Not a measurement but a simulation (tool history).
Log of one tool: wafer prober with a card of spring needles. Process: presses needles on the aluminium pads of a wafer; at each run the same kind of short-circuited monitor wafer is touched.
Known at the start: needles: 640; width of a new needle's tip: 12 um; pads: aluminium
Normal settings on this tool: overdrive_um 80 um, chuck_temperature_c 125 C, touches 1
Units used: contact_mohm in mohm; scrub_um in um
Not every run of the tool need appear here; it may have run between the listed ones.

{"run": 1, "hour": 0.0, "overdrive_um": 80, "chuck_temperature_c": 125, "touches": 1, "contact_mohm": 183, "scrub_um": 19.07}
{"hour": 3.6, "done": "tips cleaned on abrasive film"}
{"hour": 8.2, "done": "tips cleaned on abrasive film"}
{"hour": 12.7, "done": "tips cleaned on abrasive film"}
{"hour": 17.2, "done": "tips cleaned on abrasive film"}
{"hour": 20.9, "done": "tips cleaned on abrasive film"}
{"hour": 25.4, "done": "tips cleaned on abrasive film"}
{"hour": 29.9, "done": "tips cleaned on abrasive film"}
{"hour": 34.5, "done": "tips cleaned on abrasive film"}
{"hour": 38.1, "done": "tips cleaned on abrasive film"}
{"hour": 42.6, "done": "tips cleaned on abrasive film"}
{"hour": 47.2, "done": "tips cleaned on abrasive film"}
{"hour": 50.8, "done": "tips cleaned on abrasive film"}
{"hour": 55.4, "done": "tips cleaned on abrasive film"}
{"hour": 59.9, "done": "tips cleaned on abrasive film"}
{"hour": 63.5, "done": "tips cleaned on abrasive film"}
{"hour": 68.1, "done": "tips cleaned on abrasive film"}
{"hour": 71.7, "done": "tips cleaned on abrasive film"}
{"hour": 76.2, "done": "tips cleaned on abrasive film"}
{"run": 2, "hour": 78.9, "overdrive_um": 80, "chuck_temperature_c": 125, "touches": 1, "contact_mohm": 211, "scrub_um": 18.83}
{"hour": 80.1, "done": "height of the first contact set anew"}
{"hour": 81.1, "done": "tips cleaned on abrasive film"}
{"hour": 84.7, "done": "tips cleaned on abrasive film"}
{"hour": 89.2, "done": "tips cleaned on abrasive film"}
{"hour": 93.8, "done": "tips cleaned on abrasive film"}
{"hour": 97.4, "done": "tips cleaned on abrasive film"}
{"hour": 101.9, "done": "tips cleaned on abrasive film"}
{"hour": 105.6, "done": "tips cleaned on abrasive film"}
{"hour": 110.1, "done": "tips cleaned on abrasive film"}
{"hour": 114.6, "done": "tips cleaned on abrasive film"}
{"hour": 119.2, "done": "tips cleaned on abrasive film"}
{"hour": 122.8, "done": "tips cleaned on abrasive film"}
{"hour": 127.3, "done": "tips cleaned on abrasive film"}
{"hour": 131.0, "done": "tips cleaned on abrasive film"}
{"hour": 135.5, "done": "tips cleaned on abrasive film"}
{"hour": 140.1, "done": "tips cleaned on abrasive film"}
{"hour": 143.7, "done": "tips cleaned on abrasive film"}
{"hour": 148.0, "done": "tips cleaned on abrasive film"}
{"run": 3, "hour": 148.0, "overdrive_um": 80, "chuck_temperature_c": 125, "touches": 1, "contact_mohm": 181, "scrub_um": 17.56}
{"hour": 151.6, "done": "tips cleaned on abrasive film"}
{"hour": 156.2, "done": "tips cleaned on abrasive film"}
{"hour": 159.8, "done": "tips cleaned on abrasive film"}
{"hour": 164.4, "done": "tips cleaned on abrasive film"}
{"hour": 168.9, "done": "tips cleaned on abrasive film"}
{"hour": 173.4, "done": "tips cleaned on abrasive film"}
{"hour": 177.1, "done": "tips cleaned on abrasive film"}
{"hour": 181.6, "done": "tips cleaned on abrasive film"}
{"hour": 186.1, "done": "tips cleaned on abrasive film"}
{"run": 4, "hour": 187.3, "overdrive_um": 81, "chuck_temperature_c": 125, "touches": 1, "contact_mohm": 206, "scrub_um": 17.81}
{"hour": 190.1, "done": "tips cleaned on abrasive film"}
{"hour": 194.6, "done": "tips cleaned on abrasive film"}
{"hour": 198.2, "done": "tips cleaned on abrasive film"}
{"hour": 202.8, "done": "tips cleaned on abrasive film"}
{"hour": 207.3, "done": "tips cleaned on abrasive film"}
{"hour": 211.8, "done": "tips cleaned on abrasive film"}
{"hour": 216.4, "done": "tips cleaned on abrasive film"}
{"hour": 220.0, "done": "tips cleaned on abrasive film"}
{"hour": 224.5, "done": "tips cleaned on abrasive film"}
{"hour": 229.0, "done": "tips cleaned on abrasive film"}
{"run": 5, "hour": 229.0, "overdrive_um": 80, "chuck_temperature_c": 125, "touches": 1, "contact_mohm": 189, "scrub_um": 17.2}
{"hour": 232.6, "done": "tips cleaned on abrasive film"}
{"hour": 237.2, "done": "tips cleaned on abrasive film"}
{"hour": 240.8, "done": "tips cleaned on abrasive film"}
{"hour": 244.4, "done": "tips cleaned on abrasive film"}
{"hour": 249.0, "done": "tips cleaned on abrasive film"}
{"hour": 253.5, "done": "tips cleaned on abrasive film"}
{"hour": 257.1, "done": "tips cleaned on abrasive film"}
{"hour": 261.7, "done": "tips cleaned on abrasive film"}
{"hour": 265.3, "done": "tips cleaned on abrasive film"}
{"hour": 266.5, "done": "height of the first contact set anew"}
{"hour": 270.2, "done": "tips cleaned on abrasive film"}
{"hour": 273.8, "done": "tips cleaned on abrasive film"}
{"hour": 277.4, "done": "tips cleaned on abrasive film"}
{"hour": 282.0, "done": "tips cleaned on abrasive film"}
{"run": 6, "hour": 283.9, "overdrive_um": 80, "chuck_temperature_c": 125, "touches": 1, "contact_mohm": 213, "scrub_um": 19.86}
{"hour": 285.8, "done": "tips cleaned on abrasive film"}
{"hour": 289.4, "done": "tips cleaned on abrasive film"}
{"hour": 301.4, "done": "card fitted with new needles"}
{"hour": 306.0, "done": "tips cleaned on abrasive film"}
{"hour": 310.5, "done": "tips cleaned on abrasive film"}
{"hour": 315.0, "done": "tips cleaned on abrasive film"}
{"hour": 318.7, "done": "tips cleaned on abrasive film"}
{"hour": 322.3, "done": "tips cleaned on abrasive film"}
{"hour": 326.9, "done": "tips cleaned on abrasive film"}
{"hour": 330.5, "done": "tips cleaned on abrasive film"}
{"hour": 335.0, "done": "tips cleaned on abrasive film"}
{"hour": 338.7, "done": "tips cleaned on abrasive film"}
{"hour": 342.3, "done": "tips cleaned on abrasive film"}
{"hour": 346.9, "done": "tips cleaned on abrasive film"}
{"hour": 350.5, "done": "tips cleaned on abrasive film"}
{"hour": 355.0, "done": "tips cleaned on abrasive film"}
{"run": 7, "hour": 357.4, "overdrive_um": 80, "chuck_temperature_c": 125, "touches": 2, "contact_mohm": 183, "scrub_um": 19.59}
{"hour": 359.3, "done": "tips cleaned on abrasive film"}
{"hour": 362.9, "done": "tips cleaned on abrasive film"}
{"hour": 366.6, "done": "tips cleaned on abrasive film"}
{"hour": 371.1, "done": "tips cleaned on abrasive film"}
{"hour": 374.8, "done": "tips cleaned on abrasive film"}
{"hour": 379.3, "done": "tips cleaned on abrasive film"}
{"hour": 382.9, "done": "tips cleaned on abrasive film"}
{"hour": 387.5, "done": "tips cleaned on abrasive film"}
{"hour": 392.0, "done": "tips cleaned on abrasive film"}
{"run": 8, "hour": 392.6, "overdrive_um": 80, "chuck_temperature_c": 125, "touches": 2, "contact_mohm": 176, "scrub_um": 18.9}
{"hour": 396.4, "done": "height of the first contact set anew, once more"}
{"hour": 396.5, "done": "tips cleaned on abrasive film"}
{"hour": 401.0, "done": "tips cleaned on abrasive film"}
{"hour": 405.6, "done": "tips cleaned on abrasive film"}
{"hour": 410.1, "done": "tips cleaned on abrasive film"}
{"hour": 414.6, "done": "tips cleaned on abrasive film"}
{"hour": 418.3, "done": "tips cleaned on abrasive film"}
{"hour": 421.9, "done": "tips cleaned on abrasive film"}
{"hour": 426.4, "done": "tips cleaned on abrasive film"}
{"hour": 430.1, "done": "tips cleaned on abrasive film"}
{"hour": 434.6, "done": "tips cleaned on abrasive film"}
{"hour": 438.3, "done": "tips cleaned on abrasive film"}
{"hour": 442.8, "done": "tips cleaned on abrasive film"}
{"hour": 447.3, "done": "tips cleaned on abrasive film"}
{"hour": 451.0, "done": "tips cleaned on abrasive film"}
{"hour": 455.5, "done": "tips cleaned on abrasive film"}
{"hour": 460.0, "done": "tips cleaned on abrasive film"}
{"run": 9, "hour": 461.7, "overdrive_um": 80, "chuck_temperature_c": 125, "touches": 2, "contact_mohm": 178, "scrub_um": 19.05}
{"hour": 464.4, "done": "tips cleaned on abrasive film"}
{"hour": 468.9, "done": "tips cleaned on abrasive film"}
{"hour": 473.5, "done": "tips cleaned on abrasive film"}
{"hour": 477.1, "done": "tips cleaned on abrasive film"}
{"hour": 480.8, "done": "tips cleaned on abrasive film"}
{"hour": 485.3, "done": "tips cleaned on abrasive film"}
{"hour": 489.8, "done": "tips cleaned on abrasive film"}
{"hour": 494.4, "done": "tips cleaned on abrasive film"}
{"hour": 498.0, "done": "tips cleaned on abrasive film"}
{"hour": 502.5, "done": "tips cleaned on abrasive film"}
{"hour": 507.1, "done": "tips cleaned on abrasive film"}
{"hour": 511.6, "done": "tips cleaned on abrasive film"}
{"hour": 516.1, "done": "tips cleaned on abrasive film"}
{"hour": 520.6, "done": "tips cleaned on abrasive film"}
{"hour": 524.3, "done": "tips cleaned on abrasive film"}
{"hour": 528.8, "done": "tips cleaned on abrasive film"}
{"hour": 533.4, "done": "tips cleaned on abrasive film"}
{"run": 10, "hour": 535.0, "overdrive_um": 80, "chuck_temperature_c": 64, "touches": 1, "contact_mohm": 183, "scrub_um": 18.83}
{"hour": 537.8, "done": "tips cleaned on abrasive film"}
{"hour": 542.3, "done": "tips cleaned on abrasive film"}
{"hour": 546.0, "done": "tips cleaned on abrasive film"}
{"hour": 550.5, "done": "tips cleaned on abrasive film"}
{"hour": 554.1, "done": "tips cleaned on abrasive film"}
{"hour": 558.7, "done": "tips cleaned on abrasive film"}
{"hour": 563.2, "done": "tips cleaned on abrasive film"}
{"hour": 566.8, "done": "tips cleaned on abrasive film"}
{"hour": 571.4, "done": "tips cleaned on abrasive film"}
{"hour": 575.0, "done": "tips cleaned on abrasive film"}
{"hour": 579.5, "done": "tips cleaned on abrasive film"}
{"hour": 582.5, "done": "height of the first contact set anew"}
{"hour": 583.5, "done": "tips cleaned on abrasive film"}
{"run": 11, "hour": 585.0, "overdrive_um": 79, "chuck_temperature_c": 125, "touches": 1, "contact_mohm": 190, "scrub_um": 19.83}
{"hour": 587.7, "done": "tips cleaned on abrasive film"}
{"hour": 592.3, "done": "tips cleaned on abrasive film"}
{"hour": 596.8, "done": "tips cleaned on abrasive film"}
{"hour": 601.3, "done": "tips cleaned on abrasive film"}
{"hour": 605.0, "done": "tips cleaned on abrasive film"}
{"hour": 609.5, "done": "tips cleaned on abrasive film"}
{"hour": 614.0, "done": "tips cleaned on abrasive film"}
{"hour": 618.5, "done": "tips cleaned on abrasive film"}
{"run": 12, "hour": 618.7, "overdrive_um": 79, "chuck_temperature_c": 125, "touches": 1, "contact_mohm": 177, "scrub_um": 19.51}
{"hour": 622.4, "done": "tips cleaned on abrasive film"}
{"hour": 626.9, "done": "tips cleaned on abrasive film"}
{"hour": 630.5, "done": "tips cleaned on abrasive film"}
{"hour": 635.1, "done": "tips cleaned on abrasive film"}
{"hour": 639.6, "done": "tips cleaned on abrasive film"}
{"hour": 644.1, "done": "tips cleaned on abrasive film"}
{"hour": 647.8, "done": "tips cleaned on abrasive film"}
{"hour": 651.4, "done": "tips cleaned on abrasive film"}
{"hour": 656.0, "done": "tips cleaned on abrasive film"}
{"hour": 660.0, "done": "tips cleaned on abrasive film"}
{"run": 13, "hour": 660.0, "overdrive_um": 63, "chuck_temperature_c": 44, "touches": 1, "contact_mohm": 169, "scrub_um": 15.09}
{"hour": 664.6, "done": "tips cleaned on abrasive film"}
{"hour": 668.2, "done": "tips cleaned on abrasive film"}
{"hour": 672.7, "done": "tips cleaned on abrasive film"}
{"hour": 677.3, "done": "tips cleaned on abrasive film"}
{"hour": 681.8, "done": "tips cleaned on abrasive film"}
{"hour": 686.3, "done": "tips cleaned on abrasive film"}
{"hour": 690.0, "done": "tips cleaned on abrasive film"}
{"hour": 694.5, "done": "tips cleaned on abrasive film"}
{"hour": 699.0, "done": "tips cleaned on abrasive film"}
{"hour": 703.6, "done": "tips cleaned on abrasive film"}
{"hour": 707.2, "done": "tips cleaned on abrasive film"}
{"hour": 711.7, "done": "tips cleaned on abrasive film"}
{"hour": 715.4, "done": "tips cleaned on abrasive film"}
{"hour": 719.9, "done": "tips cleaned on abrasive film"}
{"run": 14, "hour": 720.6, "overdrive_um": 63, "chuck_temperature_c": 44, "touches": 1, "contact_mohm": 183, "scrub_um": 14.73}
{"hour": 724.2, "done": "tips cleaned on abrasive film"}
{"hour": 727.9, "done": "tips cleaned on abrasive film"}
{"hour": 732.4, "done": "tips cleaned on abrasive film"}
{"hour": 737.0, "done": "tips cleaned on abrasive film"}
{"hour": 741.5, "done": "tips cleaned on abrasive film"}
{"hour": 746.0, "done": "tips cleaned on abrasive film"}
{"hour": 750.5, "done": "tips cleaned on abrasive film"}
{"hour": 755.1, "done": "tips cleaned on abrasive film"}
{"hour": 759.6, "done": "tips cleaned on abrasive film"}
{"hour": 763.2, "done": "tips cleaned on abrasive film"}
{"hour": 767.8, "done": "tips cleaned on abrasive film"}
{"hour": 769.0, "done": "height of the first contact set anew"}
{"hour": 771.7, "done": "tips cleaned on abrasive film"}
{"hour": 776.3, "done": "tips cleaned on abrasive film"}
{"hour": 779.9, "done": "tips cleaned on abrasive film"}
{"run": 15, "hour": 781.2, "overdrive_um": 96, "chuck_temperature_c": 44, "touches": 1, "contact_mohm": 169, "scrub_um": 23.68}

Branching from run 15: 5 alternative next runs. What would each branch give?
{"hour": 784.0, "done": "tips cleaned on abrasive film"}
{"hour": 788.5, "done": "tips cleaned on abrasive film"}
{"hour": 793.0, "done": "tips cleaned on abrasive film"}
{"hour": 797.5, "done": "tips cleaned on abrasive film"}
{"hour": 802.1, "done": "tips cleaned on abrasive film"}
{"hour": 806.6, "done": "tips cleaned on abrasive film"}
{"hour": 811.1, "done": "tips cleaned on abrasive film"}
{"hour": 815.7, "done": "tips cleaned on abrasive film"}
{"hour": 820.2, "done": "tips cleaned on abrasive film"}
{"run": "A", "hour": 821.0, "overdrive_um": 74, "chuck_temperature_c": 125, "touches": 2, "contact_mohm": "?", "scrub_um": "?"}
{"hour": 784.0, "done": "tips cleaned on abrasive film"}
{"hour": 788.5, "done": "tips cleaned on abrasive film"}
{"hour": 793.0, "done": "tips cleaned on abrasive film"}
{"hour": 797.5, "done": "tips cleaned on abrasive film"}
{"hour": 802.1, "done": "tips cleaned on abrasive film"}
{"hour": 806.6, "done": "tips cleaned on abrasive film"}
{"hour": 811.1, "done": "tips cleaned on abrasive film"}
{"hour": 815.7, "done": "tips cleaned on abrasive film"}
{"hour": 820.2, "done": "tips cleaned on abrasive film"}
{"run": "B", "hour": 821.0, "overdrive_um": 96, "chuck_temperature_c": 44, "touches": 1, "contact_mohm": "?", "scrub_um": "?"}
{"hour": 784.0, "done": "tips cleaned on abrasive film"}
{"hour": 788.5, "done": "tips cleaned on abrasive film"}
{"hour": 793.0, "done": "tips cleaned on abrasive film"}
{"hour": 797.5, "done": "tips cleaned on abrasive film"}
{"hour": 802.1, "done": "tips cleaned on abrasive film"}
{"hour": 806.6, "done": "tips cleaned on abrasive film"}
{"hour": 811.1, "done": "tips cleaned on abrasive film"}
{"hour": 815.7, "done": "tips cleaned on abrasive film"}
{"hour": 820.2, "done": "tips cleaned on abrasive film"}
{"run": "C", "hour": 821.0, "overdrive_um": 77, "chuck_temperature_c": 79, "touches": 1, "contact_mohm": "?", "scrub_um": "?"}
{"hour": 784.0, "done": "tips cleaned on abrasive film"}
{"hour": 788.5, "done": "tips cleaned on abrasive film"}
{"hour": 793.0, "done": "tips cleaned on abrasive film"}
{"hour": 797.5, "done": "tips cleaned on abrasive film"}
{"hour": 802.1, "done": "tips cleaned on abrasive film"}
{"hour": 806.6, "done": "tips cleaned on abrasive film"}
{"hour": 811.1, "done": "tips cleaned on abrasive film"}
{"hour": 815.7, "done": "tips cleaned on abrasive film"}
{"hour": 820.2, "done": "tips cleaned on abrasive film"}
{"run": "D", "hour": 821.0, "overdrive_um": 96, "chuck_temperature_c": 76, "touches": 3, "contact_mohm": "?", "scrub_um": "?"}
{"hour": 784.0, "done": "tips cleaned on abrasive film"}
{"hour": 788.5, "done": "tips cleaned on abrasive film"}
{"hour": 793.0, "done": "tips cleaned on abrasive film"}
{"hour": 797.5, "done": "tips cleaned on abrasive film"}
{"hour": 802.1, "done": "tips cleaned on abrasive film"}
{"hour": 806.6, "done": "tips cleaned on abrasive film"}
{"hour": 811.1, "done": "tips cleaned on abrasive film"}
{"hour": 815.7, "done": "tips cleaned on abrasive film"}
{"hour": 820.2, "done": "tips cleaned on abrasive film"}
{"run": "E", "hour": 821.0, "overdrive_um": 96, "chuck_temperature_c": 44, "touches": 1, "contact_mohm": "?", "scrub_um": "?"}

run=A contact_mohm=184 scrub_um=18.13
run=B contact_mohm=165 scrub_um=23.34
run=C contact_mohm=175 scrub_um=18.84
run=D contact_mohm=167 scrub_um=23.69
run=E contact_mohm=166 scrub_um=23.60
Take away the tool's hidden state, keep each run's random variation, and the runs would have read:
run=A contact_mohm=171 scrub_um=18.42
run=B contact_mohm=153 scrub_um=23.62
run=C contact_mohm=157 scrub_um=19.12
run=D contact_mohm=162 scrub_um=23.98
run=E contact_mohm=154 scrub_um=23.89
